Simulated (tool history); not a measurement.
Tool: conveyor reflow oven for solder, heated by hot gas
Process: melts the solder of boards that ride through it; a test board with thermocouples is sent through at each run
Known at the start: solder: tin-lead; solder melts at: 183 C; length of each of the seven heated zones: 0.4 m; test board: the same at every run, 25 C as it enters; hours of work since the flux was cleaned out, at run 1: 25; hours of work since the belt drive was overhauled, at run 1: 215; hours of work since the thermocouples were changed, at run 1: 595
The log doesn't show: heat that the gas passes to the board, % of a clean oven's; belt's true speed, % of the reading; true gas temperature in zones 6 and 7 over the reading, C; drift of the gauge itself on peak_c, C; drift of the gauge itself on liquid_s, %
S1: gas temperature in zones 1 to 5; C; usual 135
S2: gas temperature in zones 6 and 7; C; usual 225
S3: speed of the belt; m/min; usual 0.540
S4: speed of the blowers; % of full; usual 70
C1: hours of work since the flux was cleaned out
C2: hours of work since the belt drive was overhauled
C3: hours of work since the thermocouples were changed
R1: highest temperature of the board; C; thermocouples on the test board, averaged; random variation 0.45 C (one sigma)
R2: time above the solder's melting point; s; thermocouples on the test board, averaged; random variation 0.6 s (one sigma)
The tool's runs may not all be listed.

Run 1, hour 0.0: usual settings; C1 25; C2 215; C3 595. Result: R1 206.2 C, R2 54.2 s.
Run 2, hour 65.6: usual settings but S3 0.573 m/min; C1 73; C2 264; C3 643. Result: R1 204.5 C, R2 47.6 s.
Run 3, hour 133.8: usual settings but S4 56 % of full; C1 123; C2 314; C3 694. Result: R1 201.9 C, R2 45.0 s.
Run 4, hour 200.2: usual settings but S2 229 C, S4 56 % of full; C1 172; C2 363; C3 743. Result: R1 204.9 C, R2 50.2 s.
Run 5, hour 276.3: usual settings but S2 229 C, S4 56 % of full; C1 228; C2 419; C3 799. Result: R1 205.4 C, R2 49.6 s.
Run 6, hour 321.3: usual settings but S2 229 C, S4 56 % of full; C1 262; C2 452; C3 832. Result: R1 205.2 C, R2 50.0 s.
Run 7, hour 368.7: usual settings; C1 297; C2 487; C3 867. Result: R1 207.4 C, R2 54.3 s.
Run 8, hour 431.0: usual settings but S1 145 C; C1 343; C2 533; C3 913. Result: R1 209.0 C, R2 61.1 s.
Run 9, hour 500.3: usual settings but S1 145 C; C1 394; C2 584; C3 964. Result: R1 209.4 C, R2 60.1 s.
At hour 537.0: flux residue cleaned out of gas plates and filters.
Run 10, hour 579.4: usual settings but S1 131 C; C1 31; C2 639; C3 1018. Result: R1 206.1 C, R2 51.5 s.
Run 11, hour 643.2: usual settings but S1 131 C; C1 78; C2 686; C3 1066. Result: R1 206.7 C, R2 51.4 s.
Run 12, hour 709.5: usual settings; C1 127; C2 735; C3 1114. Result: R1 207.0 C, R2 52.9 s.
Run 13, hour 770.4: usual settings; C1 172; C2 779; C3 1159. Result: R1 207.6 C, R2 53.1 s.
Run 14, hour 836.5: usual settings; C1 221; C2 828; C3 1208. Result: R1 206.6 C, R2 54.0 s.
At hour 870.1: thermocouples of zones 6 and 7 changed.
Run 15, hour 899.8: usual settings; C1 266; C2 873; C3 22. Result: R1 206.5 C, R2 54.1 s.
Run 16, hour 948.9: usual settings but S2 234 C, S4 86 % of full; C1 302; C2 909; C3 58. Result: R1 218.3 C, R2 66.6 s.
Run 17, hour 1019.9: usual settings but S2 234 C, S4 86 % of full; C1 355; C2 962; C3 110. Result: R1 218.3 C, R2 68.2 s.
Run 18, hour 1069.5: usual settings but S1 136 C, S2 235 C; C1 391; C2 998; C3 147. Result: R1 215.9 C, R2 62.6 s.
At hour 1109.8: flux residue cleaned out of gas plates and filters.
Run 19, hour 1148.0: usual settings but S1 136 C, S2 235 C; C1 28; C2 1053; C3 201. Result: R1 215.7 C, R2 63.4 s.
Run 20, hour 1187.3: usual settings but S1 136 C, S2 235 C; C1 57; C2 1082; C3 230. Result: R1 215.1 C, R2 63.4 s.
Run 21, hour 1223.6: usual settings but S4 60 % of full; C1 84; C2 1108; C3 257. Result: R1 203.9 C, R2 47.9 s.
Run 22, hour 1262.9: usual settings but S1 121 C, S4 62 % of full; C1 113; C2 1137; C3 286. Result: R1 201.2 C, R2 41.0 s.
Run 23, hour 1326.0: usual settings but S1 140 C, S2 236 C, S3 0.544 m/min, S4 78 % of full; C1 159; C2 1184; C3 332. Result: R1 218.2 C, R2 68.1 s.
Run 24, hour 1373.3: usual settings but S1 140 C, S2 236 C, S3 0.544 m/min, S4 78 % of full; C1 194; C2 1219; C3 367. Result: R1 219.1 C, R2 67.7 s.
Run 25, hour 1425.7: usual settings but S1 140 C, S2 238 C, S3 0.472 m/min, S4 72 % of full; C1 233; C2 1257; C3 406. Result: R1 223.4 C, R2 82.4 s.
Run 26, hour 1497.5: usual settings but S1 147 C, S3 0.535 m/min; C1 286; C2 1310; C3 459. Result: R1 210.0 C, R2 62.4 s.
Run 27, hour 1552.1: usual settings but S1 133 C, S3 0.591 m/min, S4 64 % of full; C1 326; C2 1350; C3 499. Result: R1 201.8 C, R2 39.4 s.
Run 28, hour 1624.4: usual settings but S1 133 C, S3 0.591 m/min, S4 64 % of full; C1 379; C2 1404; C3 552. Result: R1 202.0 C, R2 39.9 s.
Run 29, hour 1668.2: usual settings but S1 133 C, S3 0.591 m/min, S4 64 % of full; C1 412; C2 1436; C3 585. Result: R1 201.8 C, R2 40.8 s.
At hour 1684.0: flux residue cleaned out of gas plates and filters.
Run 30, hour 1722.0: usual settings but S1 133 C, S3 0.591 m/min, S4 64 % of full; C1 28; C2 1472; C3 621. Result: R1 201.2 C, R2 39.7 s.

3 ways to go on from here, each from the tool as it stands after run 30. What would each give?
Run A, hour 1760.7: usual settings but S1 140 C; C1 57; C2 1500; C3 649. Result: R1 ?, R2 ?.
Run B, hour 1760.7: usual settings but S1 136 C, S2 233 C, S3 0.521 m/min; C1 57; C2 1500; C3 649. Result: R1 ?, R2 ?.
Run C, hour 1760.7: usual settings but S1 133 C, S3 0.436 m/min, S4 89 % of full; C1 57; C2 1500; C3 649. Result: R1 ?, R2 ?.

run     R1    R2
  A  207.9  57.1
  B  215.7  66.1
  C  216.7  82.8
Without the tool's hidden state the same runs would have given:
run     R1    R2
  A  207.9  57.1
  B  215.7  66.1
  C  216.8  82.8

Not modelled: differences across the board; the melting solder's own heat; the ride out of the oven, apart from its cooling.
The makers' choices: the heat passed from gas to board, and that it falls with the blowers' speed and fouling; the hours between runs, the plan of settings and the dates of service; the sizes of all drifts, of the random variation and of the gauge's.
